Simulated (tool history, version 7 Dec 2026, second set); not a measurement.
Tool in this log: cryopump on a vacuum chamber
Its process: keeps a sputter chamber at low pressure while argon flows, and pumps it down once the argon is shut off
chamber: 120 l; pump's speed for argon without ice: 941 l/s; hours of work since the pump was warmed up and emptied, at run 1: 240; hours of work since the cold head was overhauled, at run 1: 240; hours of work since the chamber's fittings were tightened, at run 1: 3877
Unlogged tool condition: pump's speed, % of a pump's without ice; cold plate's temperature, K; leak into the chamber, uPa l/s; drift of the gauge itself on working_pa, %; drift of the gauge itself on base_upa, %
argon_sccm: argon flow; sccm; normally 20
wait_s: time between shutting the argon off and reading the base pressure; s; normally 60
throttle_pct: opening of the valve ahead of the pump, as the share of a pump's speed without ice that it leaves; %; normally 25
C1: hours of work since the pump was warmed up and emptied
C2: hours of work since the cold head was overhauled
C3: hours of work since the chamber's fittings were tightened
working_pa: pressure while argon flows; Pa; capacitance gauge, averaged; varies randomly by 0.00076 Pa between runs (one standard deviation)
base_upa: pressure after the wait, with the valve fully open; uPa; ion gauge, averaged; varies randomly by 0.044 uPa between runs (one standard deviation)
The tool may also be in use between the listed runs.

Run 1, day 0.000: usual settings; C1 240; C2 240; C3 3877. Result: working_pa 0.1500 Pa, base_upa 4.58 uPa.
Run 2, day 0.454: usual settings; C1 245; C2 245; C3 3881. Result: working_pa 0.1499 Pa, base_upa 4.52 uPa.
Run 3, day 1.183: usual settings; C1 252; C2 252; C3 3889. Result: working_pa 0.1497 Pa, base_upa 4.55 uPa.
Run 4, day 1.888: usual settings; C1 259; C2 259; C3 3896. Result: working_pa 0.1491 Pa, base_upa 4.63 uPa.
Run 5, day 2.196: usual settings; C1 262; C2 262; C3 3899. Result: working_pa 0.1489 Pa, base_upa 4.67 uPa.
Run 6, day 2.512: usual settings but wait_s 104 s; C1 266; C2 266; C3 3902. Result: working_pa 0.1491 Pa, base_upa 3.62 uPa.
At day 3.004: leaking fittings of the chamber tightened, without venting.
Run 7, day 3.342: usual settings but argon_sccm 25 sccm; C1 273; C2 273; C3 3. Result: working_pa 0.1861 Pa, base_upa 2.63 uPa.
Run 8, day 3.858: usual settings but argon_sccm 25 sccm; C1 278; C2 278; C3 9. Result: working_pa 0.1863 Pa, base_upa 2.68 uPa.
Run 9, day 4.588: usual settings but wait_s 104 s; C1 286; C2 286; C3 16. Result: working_pa 0.1497 Pa, base_upa 1.71 uPa.
Run 10, day 5.125: usual settings but argon_sccm 15 sccm, wait_s 104 s; C1 291; C2 291; C3 21. Result: working_pa 0.1123 Pa, base_upa 1.68 uPa.
Run 11, day 5.433: usual settings but argon_sccm 15 sccm, wait_s 104 s; C1 294; C2 294; C3 24. Result: working_pa 0.1130 Pa, base_upa 1.70 uPa.
Run 12, day 6.000: usual settings but argon_sccm 15 sccm, wait_s 104 s; C1 300; C2 300; C3 30. Result: working_pa 0.1130 Pa, base_upa 1.70 uPa.
Run 13, day 6.533: usual settings but argon_sccm 15 sccm, wait_s 104 s; C1 305; C2 305; C3 35. Result: working_pa 0.1116 Pa, base_upa 1.73 uPa.
Run 14, day 6.962: usual settings but argon_sccm 15 sccm, wait_s 104 s; C1 309; C2 309; C3 40. Result: working_pa 0.1136 Pa, base_upa 1.66 uPa.
Run 15, day 7.362: usual settings but argon_sccm 15 sccm, wait_s 229 s; C1 313; C2 313; C3 44. Result: working_pa 0.1122 Pa, base_upa 1.01 uPa.
Run 16, day 7.858: usual settings but argon_sccm 15 sccm, wait_s 229 s; C1 318; C2 318; C3 49. Result: working_pa 0.1127 Pa, base_upa 1.01 uPa.
Run 17, day 8.492: usual settings but argon_sccm 15 sccm, wait_s 229 s; C1 325; C2 325; C3 55. Result: working_pa 0.1133 Pa, base_upa 1.06 uPa.
Run 18, day 8.929: usual settings but argon_sccm 39 sccm, wait_s 151 s, throttle_pct 31 %; C1 329; C2 329; C3 59. Result: working_pa 0.2397 Pa, base_upa 1.32 uPa.
Run 19, day 9.688: usual settings but argon_sccm 39 sccm, wait_s 151 s, throttle_pct 31 %; C1 337; C2 337; C3 67. Result: working_pa 0.2384 Pa, base_upa 1.33 uPa.
Run 20, day 10.000: usual settings but argon_sccm 39 sccm, wait_s 151 s, throttle_pct 31 %; C1 340; C2 340; C3 70. Result: working_pa 0.2406 Pa, base_upa 1.41 uPa.
Run 21, day 10.725: usual settings but argon_sccm 13 sccm, wait_s 23 s, throttle_pct 32 %; C1 347; C2 347; C3 77. Result: working_pa 0.0770 Pa, base_upa 6.39 uPa.
Run 22, day 11.312: usual settings but argon_sccm 25 sccm, wait_s 235 s, throttle_pct 57 %; C1 353; C2 353; C3 83. Result: working_pa 0.0883 Pa, base_upa 1.03 uPa.
Run 23, day 12.021: usual settings but argon_sccm 11 sccm, wait_s 42 s, throttle_pct 59 %; C1 360; C2 360; C3 90. Result: working_pa 0.0381 Pa, base_upa 3.84 uPa.
Run 24, day 12.617: usual settings but argon_sccm 9 sccm, wait_s 28 s; C1 366; C2 366; C3 96. Result: working_pa 0.0673 Pa, base_upa 5.46 uPa.
Run 25, day 13.258: usual settings but argon_sccm 9 sccm, wait_s 28 s; C1 372; C2 372; C3 103. Result: working_pa 0.0680 Pa, base_upa 5.43 uPa.
Run 26, day 13.729: usual settings but argon_sccm 9 sccm, wait_s 28 s; C1 377; C2 377; C3 107. Result: working_pa 0.0678 Pa, base_upa 5.30 uPa.
Run 27, day 14.246: usual settings but argon_sccm 37 sccm, wait_s 72 s, throttle_pct 49 %; C1 382; C2 382; C3 113. Result: working_pa 0.1514 Pa, base_upa 2.40 uPa.
Run 28, day 14.717: usual settings but argon_sccm 12 sccm, wait_s 144 s, throttle_pct 26 %; C1 387; C2 387; C3 117. Result: working_pa 0.0876 Pa, base_upa 1.39 uPa.
Run 29, day 15.258: usual settings but argon_sccm 12 sccm, wait_s 144 s, throttle_pct 26 %; C1 392; C2 392; C3 123. Result: working_pa 0.0889 Pa, base_upa 1.37 uPa.
Run 30, day 15.646: usual settings but argon_sccm 10 sccm, wait_s 112 s, throttle_pct 26 %; C1 396; C2 396; C3 127. Result: working_pa 0.0727 Pa, base_upa 1.70 uPa.
Run 31, day 16.262: usual settings but argon_sccm 37 sccm, wait_s 102 s, throttle_pct 31 %; C1 403; C2 403; C3 133. Result: working_pa 0.2309 Pa, base_upa 1.84 uPa.
Run 32, day 16.829: usual settings but argon_sccm 31 sccm, throttle_pct 28 %; C1 408; C2 408; C3 139. Result: working_pa 0.2132 Pa, base_upa 2.75 uPa.
Run 33, day 17.425: usual settings but argon_sccm 8 sccm, wait_s 138 s, throttle_pct 21 %; C1 414; C2 414; C3 145. Result: working_pa 0.0717 Pa, base_upa 1.49 uPa.

Take each entry between the runs: how does the hidden state at the last listed run before it differ from the hidden state at the first listed run after it?
Run 6 -> run 7: leaking fittings of the chamber tightened, without venting (day 3.004)
  pump's speed, % of a pump's without ice: 87.6 -> 87.3; cold plate's temperature, K: 12.32 -> 12.33; leak into the chamber, uPa l/s: 1955 -> 301
  measured less the result without the state, working_pa: +0.0053 -> +0.0068 Pa; base_upa: +2.01 -> +0.05 uPa

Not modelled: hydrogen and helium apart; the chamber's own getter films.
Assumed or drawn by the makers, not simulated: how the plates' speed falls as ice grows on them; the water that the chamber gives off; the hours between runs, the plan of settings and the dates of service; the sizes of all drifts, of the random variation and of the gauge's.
